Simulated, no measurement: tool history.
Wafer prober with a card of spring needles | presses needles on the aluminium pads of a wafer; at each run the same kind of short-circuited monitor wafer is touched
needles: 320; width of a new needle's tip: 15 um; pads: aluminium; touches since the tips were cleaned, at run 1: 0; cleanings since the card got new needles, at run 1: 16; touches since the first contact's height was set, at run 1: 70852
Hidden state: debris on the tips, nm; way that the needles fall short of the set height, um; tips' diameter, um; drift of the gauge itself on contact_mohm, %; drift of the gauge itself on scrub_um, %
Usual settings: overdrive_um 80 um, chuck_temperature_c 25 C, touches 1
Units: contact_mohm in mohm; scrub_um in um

run,hour,overdrive_um,chuck_temperature_c,touches,touches since the tips were cleaned,cleanings since the card got new needles,touches since the first contact's height was set,contact_mohm,scrub_um
1,0.0,80,25,1,0,16,70852,257,15.052
2,6.7,80,52,1,1532,16,72384,300,15.048
3,19.0,70,25,1,4363,16,75215,380,13.152
# hour 20.4: height of the first contact set anew
4,32.3,70,25,1,7364,16,2731,409,13.311
# hour 34.9: tips cleaned on abrasive film
5,44.8,80,25,1,2275,17,5588,316,15.189
6,54.3,80,25,1,4455,17,7768,348,15.187
7,66.9,80,25,1,7358,17,10671,371,15.181
# hour 68.2: tips cleaned on abrasive film
8,81.3,74,25,1,3013,18,13964,341,14.039
9,92.6,80,25,1,5610,18,16561,362,15.159
10,99.9,80,25,1,7274,18,18225,380,15.159
# hour 102.3: tips cleaned on abrasive film
11,114.1,80,25,1,2726,19,21481,326,15.151
12,125.8,80,25,2,5414,19,24169,320,15.156
# hour 136.4: tips cleaned on abrasive film
13,138.9,80,25,2,572,20,27149,266,15.137
14,153.7,80,25,2,3974,20,30551,307,15.131
15,167.7,80,25,2,7198,20,33775,325,15.130
# hour 170.4: tips cleaned on abrasive film
16,179.6,80,25,2,2099,21,36487,286,15.124
17,193.5,68,46,2,5304,21,39692,349,12.835
# hour 204.5: tips cleaned on abrasive film
18,209.2,70,39,2,1081,22,43283,284,13.204
19,216.4,77,41,3,2745,22,44947,282,14.513
20,224.4,87,65,2,4583,22,46785,311,16.416
# hour 238.9: tips cleaned on abrasive film
21,239.6,76,88,2,157,23,50255,279,14.321
22,247.9,65,88,1,2064,23,52162,364,12.230
23,255.9,94,49,2,3912,23,54010,294,17.753
24,264.6,94,97,2,5915,23,56013,315,17.742
# hour 272.9: tips cleaned on abrasive film
25,278.1,94,97,2,1213,24,59092,285,17.706
26,293.0,83,97,2,4634,24,62513,322,15.630
27,301.7,83,97,2,6625,24,64504,334,15.635

5 ways to go on from here, each from the tool as it stands after run 27. What would each give?
# hour 306.8: tips cleaned on abrasive film
A,315.2,80,25,1,1936,25,67592,?,?
# hour 306.8: tips cleaned on abrasive film
B,315.2,84,97,2,1936,25,67592,?,?
# hour 306.8: tips cleaned on abrasive film
C,315.2,66,25,1,1936,25,67592,?,?
# hour 306.8: tips cleaned on abrasive film
D,315.2,63,25,1,1936,25,67592,?,?
# hour 306.8: tips cleaned on abrasive film
E,315.2,80,25,1,1936,25,67592,?,?

run,contact_mohm,scrub_um
A,318,15.028
B,301,15.801
C,348,12.374
D,367,11.808
E,319,15.023
Without the tool's hidden state the same runs would have given:
run,contact_mohm,scrub_um
A,249,15.205
B,267,15.978
C,251,12.551
D,259,11.985
E,250,15.200

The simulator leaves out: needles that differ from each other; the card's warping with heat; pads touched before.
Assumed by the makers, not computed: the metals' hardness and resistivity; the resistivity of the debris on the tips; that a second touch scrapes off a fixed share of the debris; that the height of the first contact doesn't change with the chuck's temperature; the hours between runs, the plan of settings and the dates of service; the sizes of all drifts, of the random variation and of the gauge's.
